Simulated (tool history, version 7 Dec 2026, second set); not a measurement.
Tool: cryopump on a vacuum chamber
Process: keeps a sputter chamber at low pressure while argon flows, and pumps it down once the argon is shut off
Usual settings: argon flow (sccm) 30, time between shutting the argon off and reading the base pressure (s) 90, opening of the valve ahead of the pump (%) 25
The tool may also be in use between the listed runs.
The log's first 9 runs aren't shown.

run     day  argon flow (sccm)  time between shutting the argon off and reading the base pressure (s)  opening of the valve ahead of the pump (%)  pressure while argon flows (Pa)  pressure after the wait (uPa)
 10  12.088                 24                                                                     27                                          57                           0.0288                           1.32
 11  13.746                 24                                                                     27                                          57                           0.0293                           1.33
 12  14.575                 56                                                                     90                                          25                           0.1542                           0.62
 13  16.342                 56                                                                     90                                          25                           0.1545                            0.6
 14  17.792                 56                                                                     90                                          25                           0.1541                            0.6
 15  18.804                 56                                                                     49                                          25                           0.1544                           0.86
 16  20.038                 56                                                                     49                                          25                           0.1543                           0.87
 17  21.254                 30                                                                     90                                          25                            0.083                            0.6

Forecast run 18:
 18  22.829                 30                                                                     90                                          25                                ?                              ?

{"run 18": {"pressure while argon flows (Pa)": 0.0831, "pressure after the wait (uPa)": 0.62}}
Without the tool's hidden state the same run would have given pressure while argon flows (Pa) 0.0822, pressure after the wait (uPa) 0.44.
